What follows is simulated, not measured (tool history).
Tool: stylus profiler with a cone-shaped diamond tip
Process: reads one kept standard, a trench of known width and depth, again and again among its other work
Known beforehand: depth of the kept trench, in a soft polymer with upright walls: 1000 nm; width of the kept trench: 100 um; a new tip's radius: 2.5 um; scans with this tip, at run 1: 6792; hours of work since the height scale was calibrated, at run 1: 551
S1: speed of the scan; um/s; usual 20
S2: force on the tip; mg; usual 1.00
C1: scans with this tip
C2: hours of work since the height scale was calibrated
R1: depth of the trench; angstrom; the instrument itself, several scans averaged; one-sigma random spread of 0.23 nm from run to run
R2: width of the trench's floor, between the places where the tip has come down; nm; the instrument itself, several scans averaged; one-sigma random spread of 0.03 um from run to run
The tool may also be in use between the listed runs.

run   hour  S1    S2     C1    C2       R1     R2
  1    0.0  20  1.00   6792   551  10117.9  95130
  2   11.3  29  1.00   6897   559  10116.2  95040
  3   25.6  29  1.00   7031   570  10120.3  95050
  4   38.7  20  1.00   7153   580  10115.2  95110
  5   55.2  20  1.00   7307   593  10117.6  95100
  6   70.1  20  1.00   7446   604  10118.0  95080
  7   86.0  20  1.00   7595   616  10117.2  95030
  8  100.3  20  1.00   7728   627  10121.2  95030
  9  119.6  20  1.00   7908   641  10119.1  95050
 10  128.5  20  0.44   7991   648  10083.7  94990
 11  144.9  20  0.44   8144   661  10083.2  94980
 12  162.9  20  1.63   8312   674  10157.2  95050
 13  180.6  20  1.00   8478   688  10125.5  94970
 14  200.0  20  1.00   8659   702  10123.2  95000
 15  217.8  20  1.00   8825   716  10124.2  95000
 16  231.6  20  2.70   8953   726  10214.0  95050
 17  245.9  20  2.70   9087   737  10209.1  95030
 18  262.0  20  2.59   9238   749  10209.1  94960
 19  280.2  20  1.00   9408   763  10126.3  94910
 20  298.9  20  2.83   9582   777  10222.5  94960
 21  308.2  20  2.83   9669   784  10217.3  95000
 22  318.5  65  1.00   9765   792  10125.4  94540
 23  327.7   8  1.52   9851   799  10158.0  95060
 24  338.4  59  0.46   9950   807  10091.9  94360
 25  354.3  28  1.22  10099   819  10142.9  94800
 26  364.8  28  1.22  10197   827  10145.1  94810
 27  380.9  22  1.12  10347   839  10136.8  94820
 28  396.3   6  0.91  10491   851  10126.7  94950
 29  414.8   6  0.91  10664   865  10126.8  94910
 30  433.7  24  1.37  10840   879  10152.1  94820
 31  452.8  24  1.37  11018   894  10158.0  94770
 32  465.0  16  2.10  11132   903  10188.1  94890
 33  475.9  40  2.10  11234   911  10190.4  94680
 34  490.9  20  0.93  11374   923  10129.6  94740
 35  505.9  20  0.93  11514   934  10131.1  94720
 36  523.1  33  0.66  11675   947  10111.7  94570
 37  532.2  33  0.66  11759   954  10116.1  94560
 38  542.0   9  0.37  11851   961  10095.4  94800
 39  560.1  34  0.82  12020   975  10124.7  94580
 40  570.7  34  0.82  12118   983  10124.4  94590
 41  589.6  34  0.82  12296   997  10125.3  94600
 42  601.0  34  0.82  12401  1006  10129.0  94560
 43  618.3  15  1.99  12564  1019  10194.2  94750
 44  630.2  15  1.99  12674  1028  10191.6  94720

Predict each of these 5 candidate next runs independently; none follows another, all start after run 44:
  A  644.9  23  1.37  12811  1039   ?   ?
  B  644.9   9  0.59  12811  1039   ?   ?
  C  644.9  20  2.79  12811  1039   ?   ?
  D  644.9  22  1.53  12811  1039   ?   ?
  E  644.9  69  1.48  12811  1039   ?   ?

run       R1     R2
  A  10158.8  94670
  B  10111.4  94760
  C  10228.3  94690
  D  10170.8  94640
  E  10167.7  94390
Had the tool no hidden state, the same runs would have come out as:
run       R1     R2
  A  10108.3  95850
  B  10061.2  95940
  C  10177.5  95870
  D  10120.3  95820
  E  10117.3  95570
